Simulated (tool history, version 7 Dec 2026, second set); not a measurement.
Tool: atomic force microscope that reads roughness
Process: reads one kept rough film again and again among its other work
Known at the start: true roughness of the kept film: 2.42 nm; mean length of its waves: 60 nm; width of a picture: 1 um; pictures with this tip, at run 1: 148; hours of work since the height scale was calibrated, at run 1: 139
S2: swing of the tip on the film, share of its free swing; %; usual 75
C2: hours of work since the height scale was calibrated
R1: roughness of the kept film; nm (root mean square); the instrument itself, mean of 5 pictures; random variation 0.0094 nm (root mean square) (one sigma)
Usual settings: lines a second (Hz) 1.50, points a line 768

Run 1, hour 0.0: usual settings; pictures with this tip 148; C2 139. Result: R1 2.078 nm (root mean square).
Run 2, hour 23.0: usual settings; pictures with this tip 200; C2 156. Result: R1 2.045 nm (root mean square).
Run 3, hour 39.7: usual settings; pictures with this tip 238; C2 168. Result: R1 2.026 nm (root mean square).
Run 4, hour 64.6: usual settings; pictures with this tip 295; C2 186. Result: R1 2.001 nm (root mean square).
At hour 93.0: new tip fitted.
Run 5, hour 95.4: usual settings but S2 62 %; pictures with this tip 6; C2 209. Result: R1 2.243 nm (root mean square).
Run 6, hour 124.6: usual settings; pictures with this tip 72; C2 230. Result: R1 2.084 nm (root mean square).
Run 7, hour 154.5: usual settings; pictures with this tip 140; C2 252. Result: R1 2.058 nm (root mean square).
Run 8, hour 173.2: usual settings; pictures with this tip 183; C2 266. Result: R1 2.047 nm (root mean square).
Run 9, hour 196.8: usual settings; pictures with this tip 237; C2 283. Result: R1 2.028 nm (root mean square).
Run 10, hour 230.4: usual settings; pictures with this tip 313; C2 307. Result: R1 1.992 nm (root mean square).
At hour 251.4: new tip fitted.
Run 11, hour 258.9: usual settings; pictures with this tip 17; C2 328. Result: R1 2.119 nm (root mean square).
Run 12, hour 286.7: usual settings but S2 65 %; pictures with this tip 81; C2 348. Result: R1 2.188 nm (root mean square).
Run 13, hour 323.7: usual settings but S2 65 %; pictures with this tip 165; C2 375. Result: R1 2.115 nm (root mean square).
Run 14, hour 358.1: usual settings but lines a second (Hz) 0.67; pictures with this tip 243; C2 401. Result: R1 2.129 nm (root mean square).
Run 15, hour 378.7: usual settings but lines a second (Hz) 0.67; pictures with this tip 290; C2 416. Result: R1 2.112 nm (root mean square).
Run 16, hour 407.2: usual settings; pictures with this tip 355; C2 437. Result: R1 1.966 nm (root mean square).
At hour 410.0: new tip fitted.
Run 17, hour 432.6: usual settings but S2 60 %; pictures with this tip 51; C2 455. Result: R1 2.223 nm (root mean square).
Run 18, hour 462.2: usual settings but lines a second (Hz) 3.93, S2 57 %, points a line 792; pictures with this tip 119; C2 476. Result: R1 2.079 nm (root mean square).
Run 19, hour 487.7: usual settings but lines a second (Hz) 2.20, S2 68 %, points a line 510; pictures with this tip 177; C2 495. Result: R1 2.042 nm (root mean square).
Run 20, hour 523.6: usual settings but lines a second (Hz) 0.81, S2 82 %, points a line 317; pictures with this tip 259; C2 521. Result: R1 2.036 nm (root mean square).
Run 21, hour 540.7: usual settings but lines a second (Hz) 0.81, S2 82 %, points a line 317; pictures with this tip 298; C2 534. Result: R1 2.030 nm (root mean square).
At hour 543.6: height scale calibrated on a step standard.
At hour 569.3: new tip fitted.
Run 22, hour 572.3: usual settings but lines a second (Hz) 1.33, S2 88 %, points a line 300; pictures with this tip 6; C2 21. Result: R1 1.944 nm (root mean square).
Run 23, hour 602.4: usual settings but lines a second (Hz) 1.61, S2 86 %, points a line 320; pictures with this tip 75; C2 43. Result: R1 1.898 nm (root mean square).
Run 24, hour 627.3: usual settings but S2 68 %, points a line 265; pictures with this tip 132; C2 61. Result: R1 2.103 nm (root mean square).
Run 25, hour 657.0: usual settings but S2 61 %, points a line 265; pictures with this tip 199; C2 83. Result: R1 2.121 nm (root mean square).
Run 26, hour 686.7: usual settings but S2 61 %, points a line 265; pictures with this tip 267; C2 104. Result: R1 2.097 nm (root mean square).
Run 27, hour 702.7: usual settings but lines a second (Hz) 1.31, S2 61 %, points a line 286; pictures with this tip 303; C2 116. Result: R1 2.076 nm (root mean square).
At hour 727.8: new tip fitted.
Run 28, hour 730.5: usual settings but lines a second (Hz) 0.71, S2 61 %, points a line 286; pictures with this tip 6; C2 136. Result: R1 2.264 nm (root mean square).
At hour 737.0: height scale calibrated on a step standard, once more.
Run 29, hour 751.0: usual settings but lines a second (Hz) 0.71, S2 61 %, points a line 286; pictures with this tip 51; C2 10. Result: R1 2.265 nm (root mean square).
Run 30, hour 787.8: usual settings but lines a second (Hz) 2.41, S2 59 %, points a line 274; pictures with this tip 135; C2 37. Result: R1 2.140 nm (root mean square).
Run 31, hour 819.0: usual settings but lines a second (Hz) 1.18, S2 58 %, points a line 590; pictures with this tip 206; C2 60. Result: R1 2.196 nm (root mean square).
Run 32, hour 841.2: usual settings but lines a second (Hz) 0.52, S2 67 %, points a line 335; pictures with this tip 256; C2 76. Result: R1 2.188 nm (root mean square).

Hidden state or all else? Some run-to-run changes of R1, split into what the settings, what came in and random variation would give without the hidden state, and what is left for the hidden state (with any gauge scatter that isn't in both results):
The hidden state here: radius of the tip, nm; height scale over the true one, %; drift of the gauge itself on roughness_nm, %.
Run 4 -> 5: S2 75 -> 62, new tip fitted. R1 +0.242 nm (root mean square): hidden state +0.108, all else +0.134.
Run 10 -> 11: new tip fitted. R1 +0.127 nm (root mean square): hidden state +0.113, all else +0.014.
Run 16 -> 17: S2 75 -> 60, new tip fitted. R1 +0.257 nm (root mean square): hidden state +0.115, all else +0.142.
Run 23 -> 24: lines a second (Hz) 1.61 -> 1.50, S2 86 -> 68, points a line 320 -> 265. R1 +0.205 nm (root mean square): hidden state -0.032, all else +0.237.
Run 27 -> 28: lines a second (Hz) 1.31 -> 0.71, new tip fitted. R1 +0.188 nm (root mean square): hidden state +0.118, all else +0.070.
